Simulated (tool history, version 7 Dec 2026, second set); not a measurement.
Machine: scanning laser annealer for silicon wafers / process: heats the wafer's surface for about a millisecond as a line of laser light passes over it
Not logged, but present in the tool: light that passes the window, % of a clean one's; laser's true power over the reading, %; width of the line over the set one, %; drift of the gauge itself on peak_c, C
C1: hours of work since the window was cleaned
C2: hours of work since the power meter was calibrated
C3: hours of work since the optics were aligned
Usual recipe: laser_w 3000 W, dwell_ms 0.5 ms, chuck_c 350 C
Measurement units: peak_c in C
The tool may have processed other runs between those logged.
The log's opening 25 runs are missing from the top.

Run 26, hour 1000.6: usual settings but chuck_c 313 C; C1 319; C2 1271; C3 85. Result: peak_c 1032 C.
Run 27, hour 1040.1: usual settings but laser_w 3163 W, dwell_ms 0.494 ms, chuck_c 313 C; C1 345; C2 1297; C3 112. Result: peak_c 1079 C.
Run 28, hour 1064.1: usual settings but laser_w 3014 W, chuck_c 377 C; C1 361; C2 1313; C3 128. Result: peak_c 1106 C.
Run 29, hour 1110.3: usual settings but laser_w 3014 W, chuck_c 377 C; C1 392; C2 1344; C3 159. Result: peak_c 1105 C.
Run 30, hour 1159.5: usual settings but laser_w 3070 W, dwell_ms 0.528 ms, chuck_c 342 C; C1 425; C2 1377; C3 191. Result: peak_c 1110 C.
Run 31, hour 1204.5: usual settings but laser_w 3069 W, dwell_ms 0.432 ms, chuck_c 336 C; C1 455; C2 1407; C3 222. Result: peak_c 1019 C.
Run 32, hour 1259: usual settings but laser_w 3069 W, dwell_ms 0.491 ms, chuck_c 389 C; C1 492; C2 1444; C3 258. Result: peak_c 1121 C.
Run 33, hour 1297.3: usual settings but laser_w 3069 W, dwell_ms 0.435 ms, chuck_c 342 C; C1 517; C2 1469; C3 284. Result: peak_c 1027 C.
Run 34, hour 1347: usual settings but laser_w 2886 W, dwell_ms 0.355 ms, chuck_c 342 C; C1 551; C2 1503; C3 317. Result: peak_c 905 C.
Run 35, hour 1384.7: usual settings but laser_w 2796 W, dwell_ms 0.415 ms, chuck_c 333 C; C1 576; C2 1528; C3 342. Result: peak_c 929 C.
Run 36, hour 1438.3: usual settings but laser_w 2564 W, dwell_ms 0.479 ms, chuck_c 384 C; C1 612; C2 1564; C3 378. Result: peak_c 964 C.
Run 37, hour 1494.3: usual settings but laser_w 2564 W, dwell_ms 0.479 ms, chuck_c 384 C; C1 649; C2 1601; C3 415. Result: peak_c 967 C.
Run 38, hour 1533.8: usual settings but laser_w 2564 W, dwell_ms 0.479 ms, chuck_c 384 C; C1 675; C2 1628; C3 442. Result: peak_c 967 C.
Run 39, hour 1561.3: usual settings but chuck_c 353 C; C1 694; C2 1646; C3 460. Result: peak_c 1077 C.
Run 40, hour 1594.1: usual settings but dwell_ms 0.6 ms, chuck_c 314 C; C1 716; C2 1668; C3 482. Result: peak_c 1119 C.

4 options for the next run, each taken on its own from the tool as it stands now. Forecast them:
Run A, hour 1616.8: usual settings but laser_w 2838 W, dwell_ms 0.6 ms, chuck_c 314 C; C1 731; C2 1683; C3 497. Result: peak_c ?.
Run B, hour 1616.8: usual settings but dwell_ms 0.501 ms, chuck_c 353 C; C1 731; C2 1683; C3 497. Result: peak_c ?.
Run C, hour 1616.8: usual settings but dwell_ms 0.364 ms, chuck_c 367 C; C1 731; C2 1683; C3 497. Result: peak_c ?.
Run D, hour 1616.8: usual settings but laser_w 2557 W; C1 731; C2 1683; C3 497. Result: peak_c ?.

run  peak_c
  A    1068
  B    1076
  C     966
  D     948
Take away the tool's hidden state, keep each run's random variation, and the runs would have read:
run  peak_c
  A    1068
  B    1077
  C     966
  D     948

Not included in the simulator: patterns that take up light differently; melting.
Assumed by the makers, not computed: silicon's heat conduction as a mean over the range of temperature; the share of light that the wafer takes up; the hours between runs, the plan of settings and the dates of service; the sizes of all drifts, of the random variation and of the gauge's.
